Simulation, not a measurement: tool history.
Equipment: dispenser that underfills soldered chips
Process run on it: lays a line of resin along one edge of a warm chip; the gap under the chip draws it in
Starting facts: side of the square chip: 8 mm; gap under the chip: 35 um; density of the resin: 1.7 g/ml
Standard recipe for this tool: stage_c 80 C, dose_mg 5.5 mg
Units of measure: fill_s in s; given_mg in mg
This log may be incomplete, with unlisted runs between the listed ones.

run   hour  stage_c  dose_mg  fill_s  given_mg
  1      0       80      5.5    76.9      5.07
       3.1  -- new syringe of resin
  2    9.8       80      5.5    68.8      5.01
      14.6  -- new syringe of resin
  3   20.7       80      5.5      67      4.92
      26.9  -- new syringe of resin
  4   32.4       85      5.5    55.8      4.76
      38.4  -- new syringe of resin
  5     42       80      5.5    56.1      4.81
      50.1  -- new syringe of resin
  6   51.4       80      5.5    46.9      4.81
      59.7  -- dispensing valve cleaned and set on the balance
      62.3  -- new syringe of resin
  7   64.8       80      5.5    49.8      5.43
  8   70.7       80      5.5    74.3      5.39
        74  -- new syringe of resin
  9     83       80      5.5    76.4      5.49
      85.6  -- new syringe of resin
 10   89.9       65      5.5    87.4      5.36
      97.1  -- new syringe of resin
 11     99       80      5.5    48.9      5.31
 12  106.7       73      5.5    99.6      5.29
     108.7  -- new syringe of resin
 13  114.7       73      5.5    77.4      5.31
     120.8  -- new syringe of resin
 14  124.7       73      5.5    68.9      5.24
     132.6  -- new syringe of resin
 15  137.2       73      5.5    69.4      5.22
     144.2  -- new syringe of resin
 16  146.3       80     4.92      51      4.55
     155.9  -- new syringe of resin
 17  155.9       80     4.92    43.5      4.54
     167.5  -- new syringe of resin
 18    169       80     7.14    45.7      6.51
     179.4  -- new syringe of resin
 19  179.6       70     5.01    60.5      4.49
 20  186.4       70     5.01    93.6      4.56
     191.2  -- new syringe of resin
 21  196.2       70     5.01    83.4      4.51
     203.1  -- new syringe of resin
 22  207.9       70     5.01    79.6      4.46
 23  213.7       93     5.59    60.6      4.97
     215.1  -- new syringe of resin
 24  221.7       93     5.59      46         5
     227.2  -- new syringe of resin
     229.4  -- dispensing valve cleaned and set on the balance
 25  234.8       93     5.59    44.6      5.62
     239.7  -- new syringe of resin
 26  241.8       88     5.59    37.7      5.59
 27  247.7       84     4.78    65.1      4.65
     251.5  -- new syringe of resin
 28    257       82     5.03    56.8      4.86
     262.9  -- new syringe of resin
 29  267.7       82     5.03    53.5      4.87
     274.8  -- new syringe of resin
 30  275.9       70      6.6    58.4      6.31
     286.4  -- new syringe of resin
 31  286.6       70      6.6    55.8      6.38
 32  293.8       70      6.6    87.8      6.34
     297.7  -- new syringe of resin
 33  300.3       70      6.6    65.3      6.46
     309.9  -- new syringe of resin
 34  311.7       74     5.93    54.4      5.62
 35  317.3       74     5.93      78      5.67
     321.2  -- new syringe of resin
 36  326.6       74     5.87    68.7      5.46

What would each run have given without the hidden state, its run-to-run variation left as it was?
The hidden state here: resin's viscosity, % of fresh resin's; dose that the valve gives, % of what is set; true chip temperature over the reading, C; drift of the gauge itself on fill_s, %; drift of the gauge itself on given_mg, %.
run  fill_s  given_mg
  1    43.5      5.52
  2    44.7      5.51
  3    44.4      5.45
  4    38.5      5.34
  5    43.7      5.44
  6    42.5      5.48
  7    42.7      5.46
  8    43.6      5.45
  9    43.9      5.59
 10    67.3       5.5
 11    43.4      5.47
 12    54.1      5.49
 13    53.6      5.54
 14    54.3      5.51
 15    52.2      5.54
 16    44.4      4.87
 17    44.4       4.9
 18    43.1      7.11
 19    60.2      4.96
 20    60.3      5.05
 21    61.1      5.03
 22    59.1      5.02
 23    31.4      5.63
 24      31      5.69
 25    30.7      5.65
 26    34.8      5.64
 27    41.3      4.71
 28    42.4      4.96
 29    41.3      5.01
 30    57.6      6.53
 31    57.5      6.66
 32    57.4      6.64
 33    58.4       6.8
 34    51.7      5.97
 35    51.8      6.05
 36    51.4      5.88
